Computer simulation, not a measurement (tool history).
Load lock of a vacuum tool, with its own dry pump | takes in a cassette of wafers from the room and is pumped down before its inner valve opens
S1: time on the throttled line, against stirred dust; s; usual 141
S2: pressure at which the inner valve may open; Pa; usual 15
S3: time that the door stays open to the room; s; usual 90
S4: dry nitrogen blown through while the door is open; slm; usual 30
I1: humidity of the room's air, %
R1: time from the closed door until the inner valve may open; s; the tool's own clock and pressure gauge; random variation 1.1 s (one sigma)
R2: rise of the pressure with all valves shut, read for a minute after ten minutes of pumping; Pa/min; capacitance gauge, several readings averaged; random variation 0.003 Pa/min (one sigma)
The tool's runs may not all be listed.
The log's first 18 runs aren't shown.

Run 19, day 89.529: usual settings but S1 239 s, S2 29 Pa, S4 36 slm; I1 43.1. Result: R1 344 s, R2 0.018 Pa/min.
Run 20, day 95.692: usual settings but S3 165 s, S4 5 slm; I1 45.9. Result: R1 279.4 s, R2 0.036 Pa/min.
Run 21, day 101.696: usual settings but S1 87 s, S4 11 slm; I1 42.6. Result: R1 236.7 s, R2 0.024 Pa/min.
Run 22, day 104.921: usual settings but S1 87 s, S4 11 slm; I1 45.8. Result: R1 236.5 s, R2 0.034 Pa/min.
Run 23, day 108.021: usual settings but S1 87 s, S4 11 slm; I1 46.1. Result: R1 237.6 s, R2 0.028 Pa/min.
Run 24, day 111.042: usual settings but S1 87 s, S4 11 slm; I1 47.9. Result: R1 236.1 s, R2 0.032 Pa/min.
Run 25, day 113.75: usual settings but S1 193 s, S3 125 s, S4 11 slm; I1 43.6. Result: R1 321.6 s, R2 0.027 Pa/min.
Run 26, day 118.246: usual settings but S1 73 s, S2 29 Pa, S3 149 s, S4 18 slm; I1 43.2. Result: R1 212.8 s, R2 0.028 Pa/min.
Run 27, day 121.833: usual settings but S1 73 s, S2 29 Pa, S3 149 s, S4 18 slm; I1 45.2. Result: R1 213.2 s, R2 0.026 Pa/min.
Run 28, day 127.962: usual settings but S1 73 s, S2 29 Pa, S3 149 s, S4 18 slm; I1 43.4. Result: R1 213.3 s, R2 0.029 Pa/min.
Run 29, day 131: usual settings but S1 73 s, S2 20 Pa, S3 82 s, S4 18 slm; I1 45. Result: R1 220.9 s, R2 0.021 Pa/min.
Run 30, day 135.638: usual settings but S1 137 s, S3 60 s, S4 9 slm; I1 50.8. Result: R1 273.6 s, R2 0.023 Pa/min.
Run 31, day 142.217: usual settings but S1 237 s, S3 36 s; I1 44.1. Result: R1 352.7 s, R2 0.013 Pa/min.
Run 32, day 145.525: usual settings but S1 237 s, S3 36 s; I1 44.6. Result: R1 355 s, R2 0.018 Pa/min.
Run 33, day 149.254: usual settings but S1 174 s, S2 18 Pa, S4 5 slm; I1 46.4. Result: R1 301 s, R2 0.031 Pa/min.
Run 34, day 153.046: usual settings but S3 141 s; I1 45.9. Result: R1 277.9 s, R2 0.023 Pa/min.
Run 35, day 158.158: usual settings but S2 29 Pa; I1 41.8. Result: R1 266.5 s, R2 0.02 Pa/min.
Run 36, day 161.975: usual settings but S2 29 Pa; I1 45.2. Result: R1 266.5 s, R2 0.013 Pa/min.

5 ways to go on from here, each from the tool as it stands after run 36. What would each give?
Run A, day 165.858: usual settings but S4 4 slm; I1 43.1. Result: R1 ?, R2 ?.
Run B, day 165.858: usual settings but S3 26 s; I1 42. Result: R1 ?, R2 ?.
Run C, day 165.858: usual settings but S2 23 Pa; I1 45.7. Result: R1 ?, R2 ?.
Run D, day 165.858: usual settings but S2 20 Pa, S4 21 slm; I1 42.8. Result: R1 ?, R2 ?.
Run E, day 165.858: usual settings but S2 17 Pa, S3 28 s, S4 18 slm; I1 47. Result: R1 ?, R2 ?.

run     R1     R2
  A  279.4  0.032
  B  278.8  0.011
  C    273  0.023
  D    276  0.023
  E  278.8   0.02
Without the tool's hidden state the same runs would have given:
run     R1     R2
  A  279.2  0.032
  B  278.6  0.011
  C  272.8  0.023
  D  275.8  0.023
  E  278.6   0.02
